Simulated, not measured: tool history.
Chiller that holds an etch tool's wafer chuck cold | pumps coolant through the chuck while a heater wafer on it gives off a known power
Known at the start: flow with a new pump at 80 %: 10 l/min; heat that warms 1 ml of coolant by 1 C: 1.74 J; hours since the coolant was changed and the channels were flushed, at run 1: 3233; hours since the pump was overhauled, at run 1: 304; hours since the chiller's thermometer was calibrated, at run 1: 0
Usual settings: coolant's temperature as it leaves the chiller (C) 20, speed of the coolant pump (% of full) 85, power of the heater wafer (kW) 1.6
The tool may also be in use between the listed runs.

run	hour	coolant's temperature as it leaves the chiller (C)	speed of the coolant pump (% of full)	power of the heater wafer (kW)	hours since the coolant was changed and the channels were flushed	hours since the pump was overhauled	hours since the chiller's thermometer was calibrated	chuck's temperature once it has settled (K)	how much warmer the coolant comes back (C)
1	0	20	85	1.6	3233	304	0	305.05	5.2
2	152.1	20	85	1.6	3385	456	152	305.15	5.18
3	242	20	85	1.6	3475	546	242	305.35	5.22
4	364.2	20	85	1.6	3597	668	364	305.35	5.2
5	439.3	20	85	1.6	3672	743	439	305.35	5.28
6	548.5	20	85	1.6	3781	853	549	305.25	5.21
7	656	20	85	1.6	3889	960	656	305.45	5.21
8	724.9	15	85	1.6	3958	1029	725	300.45	5.22
9	894.7	22	85	1.6	4128	1199	895	307.35	5.24
10	993.7	20	98	1.6	4227	1298	994	304.45	4.51
11	1076.7	14	85	1.419	4310	1381	1077	298.15	4.66
12	1192.2	23	76	1.051	4425	1496	1192	305.15	3.83
13	1293	23	76	1.051	4526	1597	1293	305.15	3.85

Forecast run 14:
14	1406.2	24	62	1.275	4639	1710	1406	?	?

Run 14 gave chuck's temperature once it has settled (K) 309.75, how much warmer the coolant comes back (C) 5.76.
Without the tool's hidden state the same run would have given chuck's temperature once it has settled (K) 308.45, how much warmer the coolant comes back (C) 5.66.

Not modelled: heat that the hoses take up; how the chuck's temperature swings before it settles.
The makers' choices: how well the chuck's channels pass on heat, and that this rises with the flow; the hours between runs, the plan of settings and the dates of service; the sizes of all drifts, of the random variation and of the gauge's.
